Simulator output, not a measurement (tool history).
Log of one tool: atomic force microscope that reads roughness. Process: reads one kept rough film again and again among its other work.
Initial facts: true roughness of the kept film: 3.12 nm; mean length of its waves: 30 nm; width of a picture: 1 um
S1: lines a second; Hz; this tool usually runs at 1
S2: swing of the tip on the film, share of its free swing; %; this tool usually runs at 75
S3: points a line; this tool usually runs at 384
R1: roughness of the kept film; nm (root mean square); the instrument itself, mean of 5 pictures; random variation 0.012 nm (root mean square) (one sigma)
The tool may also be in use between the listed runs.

run	hour	S1	S2	S3	R1
1	0	1	75	384	2.698
# hour 20.1: new tip fitted
2	27.6	1	75	384	2.716
# hour 55.5: new tip fitted
3	70.9	1	75	435	2.742
# hour 89.7: new tip fitted
4	96.6	1	75	384	2.735
5	119	1	75	384	2.715
# hour 124.1: new tip fitted
# hour 157.5: new tip fitted
6	159.1	1	75	384	2.713
7	180.4	1	75	384	2.694
# hour 191.1: new tip fitted
8	212.8	1	75	878	2.74
# hour 224.3: new tip fitted
9	245.1	1	75	403	2.735
# hour 257: new tip fitted
10	278.4	1	75	632	2.731
# hour 290.3: new tip fitted
11	303.5	1	75	632	2.747
# hour 323.6: new tip fitted
12	345.5	1	75	384	2.728
# hour 358.1: new tip fitted
# hour 393.1: new tip fitted
13	396.8	2.11	75	384	2.615
14	420.7	1	75	384	2.714
# hour 429.2: new tip fitted
# hour 462.9: new tip fitted
15	465.2	1	75	384	2.748
# hour 495.4: new tip fitted
16	508.5	1	75	384	2.73
# hour 531.1: new tip fitted
17	539.4	1	83	384	2.674
# hour 565: new tip fitted
18	569.4	1	75	384	2.72
19	596.3	1	75	384	2.709
# hour 599.9: new tip fitted
# hour 634.6: new tip fitted
20	637.6	2.79	75	384	2.581
# hour 670.4: new tip fitted
21	674.5	2.79	75	384	2.558
# hour 703.8: new tip fitted
22	720.7	2.79	75	384	2.554
# hour 736.4: new tip fitted
23	750.6	1	75	384	2.714
# hour 769.1: new tip fitted
# hour 802.9: new tip fitted
24	802.9	3.16	75	384	2.527
# hour 839.6: new tip fitted
25	839.9	2.02	56	308	2.746
# hour 872.4: new tip fitted
26	878.6	0.97	66	384	2.747
27	902.6	1	84	384	2.654
# hour 905.5: new tip fitted
# hour 939.8: new tip fitted
28	946.1	1	59	384	2.764
# hour 974.2: new tip fitted
# hour 982.7: height scale calibrated on a step standard
29	986.3	1	59	384	2.776
# hour 1009.7: new tip fitted
30	1021.4	1	59	384	2.773
# hour 1045.2: new tip fitted
31	1054	2.16	75	270	2.599
# hour 1078.5: new tip fitted
32	1082	2.16	75	270	2.602
33	1107	2.16	75	270	2.57
# hour 1111.8: new tip fitted
34	1128.9	2.16	75	270	2.596
# hour 1146.6: new tip fitted
35	1178.2	2.16	75	270	2.583
# hour 1183.5: new tip fitted
36	1206.2	1.44	71	802	2.72
# hour 1219.5: new tip fitted
37	1250.1	1.44	71	802	2.738
# hour 1254.9: new tip fitted
# hour 1288.4: new tip fitted
38	1288.4	1.44	71	802	2.732
# hour 1323.1: new tip fitted
39	1323.1	1.44	71	802	2.728
# hour 1356.5: new tip fitted
40	1358.6	1.44	71	802	2.736
41	1387.3	1.91	67	384	2.704
# hour 1391.2: new tip fitted
# hour 1425.8: new tip fitted
42	1426.2	1.91	67	384	2.706
43	1452.4	1.82	71	384	2.692
# hour 1460.3: new tip fitted
# hour 1495.1: new tip fitted
44	1495.1	2.09	70	810	2.691
45	1525.6	2.34	84	810	2.497
# hour 1529.8: new tip fitted
# hour 1565.9: new tip fitted
46	1568.4	2.34	84	810	2.481
# hour 1601.1: new tip fitted
47	1620.7	2.34	75	316	2.592
# hour 1634.1: new tip fitted
# hour 1666.8: new tip fitted
48	1672.7	0.6	75	829	2.769

Branching from run 48: 4 alternative next runs. What would each branch give?
# hour 1699.6: new tip fitted
A	1699.6	0.6	71	886	?
# hour 1699.6: new tip fitted
B	1699.6	3.14	78	275	?
# hour 1699.6: new tip fitted
C	1699.6	1	75	379	?
# hour 1699.6: new tip fitted
D	1699.6	1.88	73	388	?

run	R1
A	2.783
B	2.485
C	2.751
D	2.66
With no hidden state in the tool, these same runs would have given:
run	R1
A	2.782
B	2.484
C	2.751
D	2.66

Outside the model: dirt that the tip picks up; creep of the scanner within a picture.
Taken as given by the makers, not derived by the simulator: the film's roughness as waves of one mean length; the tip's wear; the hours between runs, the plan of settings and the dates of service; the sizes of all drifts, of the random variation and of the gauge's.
